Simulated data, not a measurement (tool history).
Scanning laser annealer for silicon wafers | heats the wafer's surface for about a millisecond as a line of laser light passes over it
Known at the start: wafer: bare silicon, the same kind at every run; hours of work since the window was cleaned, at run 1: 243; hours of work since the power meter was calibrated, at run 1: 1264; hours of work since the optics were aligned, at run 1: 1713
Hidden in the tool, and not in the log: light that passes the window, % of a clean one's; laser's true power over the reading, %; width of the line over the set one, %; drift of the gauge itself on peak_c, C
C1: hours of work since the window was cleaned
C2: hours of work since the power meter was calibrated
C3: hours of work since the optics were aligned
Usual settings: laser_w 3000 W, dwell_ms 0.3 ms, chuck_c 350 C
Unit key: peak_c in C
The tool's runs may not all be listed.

{"run": 1, "hour": 0.0, "laser_w": 3000, "dwell_ms": 0.3, "chuck_c": 350, "C1": 243, "C2": 1264, "C3": 1713, "peak_c": 1136}
{"run": 2, "hour": 62.6, "laser_w": 3000, "dwell_ms": 0.3, "chuck_c": 350, "C1": 284, "C2": 1304, "C3": 1753, "peak_c": 1134}
{"run": 3, "hour": 113.6, "laser_w": 3000, "dwell_ms": 0.3, "chuck_c": 333, "C1": 317, "C2": 1337, "C3": 1786, "peak_c": 1115}
{"hour": 131.1, "done": "optics aligned, line set to its width"}
{"run": 4, "hour": 190.4, "laser_w": 3000, "dwell_ms": 0.3, "chuck_c": 310, "C1": 363, "C2": 1384, "C3": 38, "peak_c": 1112}
{"run": 5, "hour": 256.9, "laser_w": 3000, "dwell_ms": 0.292, "chuck_c": 350, "C1": 406, "C2": 1427, "C3": 81, "peak_c": 1137}
{"run": 6, "hour": 312.4, "laser_w": 3000, "dwell_ms": 0.292, "chuck_c": 350, "C1": 442, "C2": 1463, "C3": 117, "peak_c": 1134}
{"run": 7, "hour": 346.2, "laser_w": 3000, "dwell_ms": 0.3, "chuck_c": 381, "C1": 464, "C2": 1485, "C3": 139, "peak_c": 1180}
{"run": 8, "hour": 421.9, "laser_w": 3000, "dwell_ms": 0.3, "chuck_c": 381, "C1": 513, "C2": 1534, "C3": 188, "peak_c": 1175}
{"run": 9, "hour": 455.1, "laser_w": 3000, "dwell_ms": 0.3, "chuck_c": 381, "C1": 535, "C2": 1555, "C3": 210, "peak_c": 1177}
{"run": 10, "hour": 522.1, "laser_w": 3000, "dwell_ms": 0.3, "chuck_c": 381, "C1": 578, "C2": 1599, "C3": 253, "peak_c": 1174}
{"run": 11, "hour": 595.0, "laser_w": 3000, "dwell_ms": 0.227, "chuck_c": 350, "C1": 625, "C2": 1646, "C3": 301, "peak_c": 1035}
{"run": 12, "hour": 661.7, "laser_w": 3000, "dwell_ms": 0.227, "chuck_c": 350, "C1": 668, "C2": 1689, "C3": 344, "peak_c": 1035}
{"run": 13, "hour": 721.9, "laser_w": 3000, "dwell_ms": 0.227, "chuck_c": 350, "C1": 707, "C2": 1728, "C3": 383, "peak_c": 1033}
{"run": 14, "hour": 784.4, "laser_w": 3000, "dwell_ms": 0.346, "chuck_c": 350, "C1": 748, "C2": 1769, "C3": 423, "peak_c": 1186}
{"run": 15, "hour": 844.8, "laser_w": 3000, "dwell_ms": 0.346, "chuck_c": 350, "C1": 787, "C2": 1808, "C3": 462, "peak_c": 1190}
{"run": 16, "hour": 896.6, "laser_w": 3000, "dwell_ms": 0.3, "chuck_c": 312, "C1": 821, "C2": 1841, "C3": 496, "peak_c": 1091}
{"hour": 934.6, "done": "window over the wafer cleaned"}
{"run": 17, "hour": 934.9, "laser_w": 3000, "dwell_ms": 0.3, "chuck_c": 350, "C1": 0, "C2": 1865, "C3": 519, "peak_c": 1152}
{"run": 18, "hour": 976.1, "laser_w": 3000, "dwell_ms": 0.3, "chuck_c": 350, "C1": 27, "C2": 1892, "C3": 546, "peak_c": 1154}
{"run": 19, "hour": 1016.7, "laser_w": 3000, "dwell_ms": 0.3, "chuck_c": 350, "C1": 53, "C2": 1918, "C3": 572, "peak_c": 1153}
{"run": 20, "hour": 1054.3, "laser_w": 3000, "dwell_ms": 0.3, "chuck_c": 350, "C1": 78, "C2": 1942, "C3": 597, "peak_c": 1151}
{"run": 21, "hour": 1094.3, "laser_w": 3000, "dwell_ms": 0.3, "chuck_c": 350, "C1": 103, "C2": 1968, "C3": 623, "peak_c": 1151}
{"run": 22, "hour": 1170.1, "laser_w": 3076, "dwell_ms": 0.263, "chuck_c": 359, "C1": 153, "C2": 2017, "C3": 672, "peak_c": 1127}
{"run": 23, "hour": 1228.1, "laser_w": 2594, "dwell_ms": 0.304, "chuck_c": 329, "C1": 190, "C2": 2055, "C3": 709, "peak_c": 1009}
{"run": 24, "hour": 1272.7, "laser_w": 3026, "dwell_ms": 0.245, "chuck_c": 356, "C1": 219, "C2": 2084, "C3": 738, "peak_c": 1077}
{"run": 25, "hour": 1346.0, "laser_w": 3000, "dwell_ms": 0.286, "chuck_c": 331, "C1": 266, "C2": 2131, "C3": 786, "peak_c": 1105}
{"run": 26, "hour": 1385.6, "laser_w": 2786, "dwell_ms": 0.213, "chuck_c": 318, "C1": 292, "C2": 2157, "C3": 811, "peak_c": 930}
{"run": 27, "hour": 1421.3, "laser_w": 2557, "dwell_ms": 0.222, "chuck_c": 383, "C1": 315, "C2": 2180, "C3": 834, "peak_c": 947}
{"run": 28, "hour": 1493.8, "laser_w": 3097, "dwell_ms": 0.38, "chuck_c": 342, "C1": 362, "C2": 2227, "C3": 881, "peak_c": 1260}
{"run": 29, "hour": 1558.6, "laser_w": 2683, "dwell_ms": 0.333, "chuck_c": 342, "C1": 404, "C2": 2269, "C3": 923, "peak_c": 1071}
{"run": 30, "hour": 1604.7, "laser_w": 2683, "dwell_ms": 0.333, "chuck_c": 385, "C1": 434, "C2": 2299, "C3": 953, "peak_c": 1116}
{"run": 31, "hour": 1662.9, "laser_w": 3000, "dwell_ms": 0.35, "chuck_c": 356, "C1": 472, "C2": 2336, "C3": 991, "peak_c": 1201}
{"run": 32, "hour": 1711.6, "laser_w": 2657, "dwell_ms": 0.33, "chuck_c": 388, "C1": 503, "C2": 2368, "C3": 1022, "peak_c": 1098}
{"run": 33, "hour": 1753.3, "laser_w": 2888, "dwell_ms": 0.255, "chuck_c": 347, "C1": 530, "C2": 2395, "C3": 1049, "peak_c": 1037}
{"run": 34, "hour": 1798.1, "laser_w": 2888, "dwell_ms": 0.228, "chuck_c": 344, "C1": 559, "C2": 2424, "C3": 1078, "peak_c": 992}
{"run": 35, "hour": 1874.9, "laser_w": 3040, "dwell_ms": 0.327, "chuck_c": 323, "C1": 609, "C2": 2474, "C3": 1128, "peak_c": 1144}
{"run": 36, "hour": 1912.5, "laser_w": 2638, "dwell_ms": 0.344, "chuck_c": 371, "C1": 633, "C2": 2498, "C3": 1153, "peak_c": 1083}
{"run": 37, "hour": 1990.5, "laser_w": 2715, "dwell_ms": 0.21, "chuck_c": 342, "C1": 684, "C2": 2549, "C3": 1203, "peak_c": 916}
{"run": 38, "hour": 2061.7, "laser_w": 3000, "dwell_ms": 0.214, "chuck_c": 351, "C1": 730, "C2": 2595, "C3": 1249, "peak_c": 1001}
{"run": 39, "hour": 2108.4, "laser_w": 2991, "dwell_ms": 0.214, "chuck_c": 351, "C1": 760, "C2": 2625, "C3": 1280, "peak_c": 995}
{"run": 40, "hour": 2179.4, "laser_w": 2991, "dwell_ms": 0.214, "chuck_c": 351, "C1": 806, "C2": 2671, "C3": 1326, "peak_c": 994}

Below are 3 alternative next runs, each starting from the tool's condition after run 40. Predict each:
{"run": "A", "hour": 2230.9, "laser_w": 2609, "dwell_ms": 0.315, "chuck_c": 388, "C1": 840, "C2": 2704, "C3": 1359, "peak_c": "?"}
{"run": "B", "hour": 2230.9, "laser_w": 2560, "dwell_ms": 0.214, "chuck_c": 320, "C1": 840, "C2": 2704, "C3": 1359, "peak_c": "?"}
{"run": "C", "hour": 2230.9, "laser_w": 3000, "dwell_ms": 0.26, "chuck_c": 350, "C1": 840, "C2": 2704, "C3": 1359, "peak_c": "?"}

run=A peak_c=1054
run=B peak_c=859
run=C peak_c=1062
What these runs would have given with no unlogged condition in the tool:
run=A peak_c=1106
run=B peak_c=901
run=C peak_c=1117
